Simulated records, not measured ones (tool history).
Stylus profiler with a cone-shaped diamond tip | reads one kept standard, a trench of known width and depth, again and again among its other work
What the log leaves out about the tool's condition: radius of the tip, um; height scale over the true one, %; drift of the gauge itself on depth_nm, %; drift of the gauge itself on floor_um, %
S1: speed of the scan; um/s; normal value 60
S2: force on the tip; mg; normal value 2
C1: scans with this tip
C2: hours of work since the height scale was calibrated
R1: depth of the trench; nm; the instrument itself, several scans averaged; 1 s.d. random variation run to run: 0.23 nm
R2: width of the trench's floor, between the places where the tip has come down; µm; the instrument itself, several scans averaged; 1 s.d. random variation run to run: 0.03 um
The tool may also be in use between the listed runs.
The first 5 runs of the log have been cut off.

run 6 hour=76.7 | S1=60 S2=0.95 | C1=4911 C2=335 | R1=1007.77 R2=93.33
run 7 hour=93.7 | S1=60 S2=0.95 | C1=5075 C2=346 | R1=1007.85 R2=93.39
run 8 hour=102.4 | S1=20 S2=2 | C1=5160 C2=352 | R1=1012.78 R2=93.84
run 9 hour=113.2 | S1=60 S2=2 | C1=5264 C2=359 | R1=1012.71 R2=93.57
run 10 hour=129.8 | S1=60 S2=2 | C1=5424 C2=370 | R1=1012.59 R2=93.55
run 11 hour=143.6 | S1=60 S2=2 | C1=5557 C2=379 | R1=1012.61 R2=93.58
run 12 hour=153 | S1=60 S2=2.29 | C1=5648 C2=385 | R1=1013.76 R2=93.52
run 13 hour=169.6 | S1=60 S2=2.29 | C1=5808 C2=396 | R1=1013.51 R2=93.61
run 14 hour=186.5 | S1=60 S2=2 | C1=5971 C2=407 | R1=1012.99 R2=93.59
run 15 hour=202.8 | S1=60 S2=2.33 | C1=6129 C2=418 | R1=1013.86 R2=93.58
run 16 hour=219.2 | S1=60 S2=1.02 | C1=6287 C2=429 | R1=1008.11 R2=93.36
run 17 hour=232 | S1=60 S2=2 | C1=6410 C2=437 | R1=1013.05 R2=93.57
run 18 hour=246.4 | S1=60 S2=2.96 | C1=6549 C2=447 | R1=1016.18 R2=93.62
run 19 hour=266.2 | S1=60 S2=1.3 | C1=6741 C2=460 | R1=1009.44 R2=93.44
run 20 hour=279.8 | S1=60 S2=1.3 | C1=6871 C2=469 | R1=1009.34 R2=93.46
run 21 hour=291.9 | S1=60 S2=1.3 | C1=6989 C2=477 | R1=1009.44 R2=93.45

Predict the results of run 22:
run 22 hour=303.9 | S1=169 S2=2.26 | C1=7104 C2=485 | R1=? R2=?

{"run 22": {"R1": 1013.46, "R2": 92.86}}
Without the tool's hidden state the same run would have given R1 1013.45 nm, R2 92.86 µm.
